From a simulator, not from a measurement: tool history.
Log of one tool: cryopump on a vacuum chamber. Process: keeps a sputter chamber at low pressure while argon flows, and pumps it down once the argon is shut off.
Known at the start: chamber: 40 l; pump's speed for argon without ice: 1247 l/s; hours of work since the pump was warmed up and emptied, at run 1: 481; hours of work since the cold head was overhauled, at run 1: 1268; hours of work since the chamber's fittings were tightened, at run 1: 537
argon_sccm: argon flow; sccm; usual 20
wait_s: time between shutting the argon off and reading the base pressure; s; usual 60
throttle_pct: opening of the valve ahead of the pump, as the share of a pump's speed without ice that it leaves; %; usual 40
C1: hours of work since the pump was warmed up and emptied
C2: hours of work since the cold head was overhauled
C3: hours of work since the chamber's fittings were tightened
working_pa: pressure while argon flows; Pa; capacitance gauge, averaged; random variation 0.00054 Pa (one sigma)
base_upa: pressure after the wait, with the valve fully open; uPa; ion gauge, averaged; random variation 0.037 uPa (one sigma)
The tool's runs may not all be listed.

run 1 hour=0.0 | argon_sccm=20 wait_s=60 throttle_pct=40 | C1=481 C2=1268 C3=537 | working_pa=0.0715 base_upa=2.58
run 2 hour=45.6 | argon_sccm=20 wait_s=60 throttle_pct=40 | C1=514 C2=1300 C3=569 | working_pa=0.0718 base_upa=2.64
run 3 hour=93.4 | argon_sccm=20 wait_s=60 throttle_pct=40 | C1=547 C2=1334 C3=602 | working_pa=0.0726 base_upa=2.75
run 4 hour=120.8 | argon_sccm=20 wait_s=60 throttle_pct=43 | C1=566 C2=1353 C3=621 | working_pa=0.0674 base_upa=2.68
run 5 hour=168.3 | argon_sccm=20 wait_s=60 throttle_pct=43 | C1=600 C2=1386 C3=655 | working_pa=0.0675 base_upa=2.79
run 6 hour=219.6 | argon_sccm=20 wait_s=60 throttle_pct=43 | C1=636 C2=1422 C3=691 | working_pa=0.0676 base_upa=2.76
run 7 hour=246.4 | argon_sccm=20 wait_s=60 throttle_pct=43 | C1=654 C2=1441 C3=710 | working_pa=0.0678 base_upa=2.76
run 8 hour=298.5 | argon_sccm=20 wait_s=60 throttle_pct=43 | C1=691 C2=1477 C3=746 | working_pa=0.0685 base_upa=2.82
run 9 hour=348.3 | argon_sccm=20 wait_s=60 throttle_pct=43 | C1=726 C2=1512 C3=781 | working_pa=0.0682 base_upa=2.80
run 10 hour=386.0 | argon_sccm=20 wait_s=126 throttle_pct=40 | C1=752 C2=1539 C3=808 | working_pa=0.0732 base_upa=1.96
-- hour=396.5 pump warmed up, emptied and cooled again
run 11 hour=444.7 | argon_sccm=24 wait_s=265 throttle_pct=32 | C1=34 C2=1577 C3=845 | working_pa=0.1036 base_upa=1.31
run 12 hour=494.7 | argon_sccm=24 wait_s=265 throttle_pct=32 | C1=69 C2=1612 C3=880 | working_pa=0.1036 base_upa=1.39
run 13 hour=539.4 | argon_sccm=20 wait_s=60 throttle_pct=41 | C1=100 C2=1643 C3=912 | working_pa=0.0665 base_upa=2.87
run 14 hour=591.8 | argon_sccm=20 wait_s=60 throttle_pct=41 | C1=137 C2=1680 C3=948 | working_pa=0.0677 base_upa=2.86
run 15 hour=646.9 | argon_sccm=14 wait_s=60 throttle_pct=32 | C1=176 C2=1718 C3=987 | working_pa=0.0609 base_upa=2.84
run 16 hour=689.6 | argon_sccm=14 wait_s=73 throttle_pct=31 | C1=206 C2=1748 C3=1017 | working_pa=0.0622 base_upa=2.58

Forecast run 17:
run 17 hour=731.8 | argon_sccm=10 wait_s=73 throttle_pct=58 | C1=235 C2=1778 C3=1047 | working_pa=? base_upa=?

working_pa: 0.0244 Pa
base_upa: 2.58 uPa
Without the tool's hidden state the same run would have given working_pa 0.0234 Pa, base_upa 1.73 uPa.
